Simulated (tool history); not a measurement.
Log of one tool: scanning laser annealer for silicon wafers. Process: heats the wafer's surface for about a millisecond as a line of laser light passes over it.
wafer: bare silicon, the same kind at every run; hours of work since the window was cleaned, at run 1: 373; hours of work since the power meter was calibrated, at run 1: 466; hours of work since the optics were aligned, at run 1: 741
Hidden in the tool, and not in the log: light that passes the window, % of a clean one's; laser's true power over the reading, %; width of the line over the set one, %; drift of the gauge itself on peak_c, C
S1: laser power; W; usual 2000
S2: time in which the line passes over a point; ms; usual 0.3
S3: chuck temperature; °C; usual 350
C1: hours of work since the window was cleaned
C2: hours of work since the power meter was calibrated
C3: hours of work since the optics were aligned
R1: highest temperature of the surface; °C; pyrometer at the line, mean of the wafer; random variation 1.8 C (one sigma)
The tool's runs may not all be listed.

run    day    S1     S2   S3   C1   C2   C3    R1
  1      0  2000    0.3  350  373  466  741  1027
  2  0.546  2000    0.3  350  382  476  750  1025
  3  0.975  2108    0.3  350  390  483  757  1065
  4  1.488  2200    0.3  350  398  492  766  1096
  5  2.108  2200    0.3  350  409  502  777  1094
  6  2.638  2000    0.3  350  418  512  786  1021
  7  3.238  2000    0.3  350  428  522  796  1024
  8  3.729  2000    0.3  332  437  530  804  1008
  9  4.267  1711  0.271  333  446  539  814   871
 10  4.833  2000    0.3  338  456  549  823  1006
 11  5.175  2000  0.276  354  462  555  829   995
     5.288  -- window over the wafer cleaned
 12  5.946  1711  0.353  367   11  567  841   967
 13  6.483  1824  0.234  365   21  576  850   880
 14  6.846  1824  0.325  343   27  582  857   956
 15  7.417  1723  0.245  350   37  592  866   851
 16  7.888  2000   0.22  350   45  600  874   906

3 ways to go on from here, each from the tool as it stands after run 16. What would each give?
     8.362  -- window over the wafer cleaned, once more
  A  8.446  1976  0.266  345   1  608  883   ?
     8.362  -- window over the wafer cleaned, once more
  B  8.446  2129    0.3  330   1  608  883   ?
     8.362  -- window over the wafer cleaned, once more
  C  8.446  2000  0.302  350   1  608  883   ?

run    R1
  A   995
  B  1080
  C  1053
Without the tool's hidden state the same runs would have given:
run    R1
  A  1006
  B  1092
  C  1064
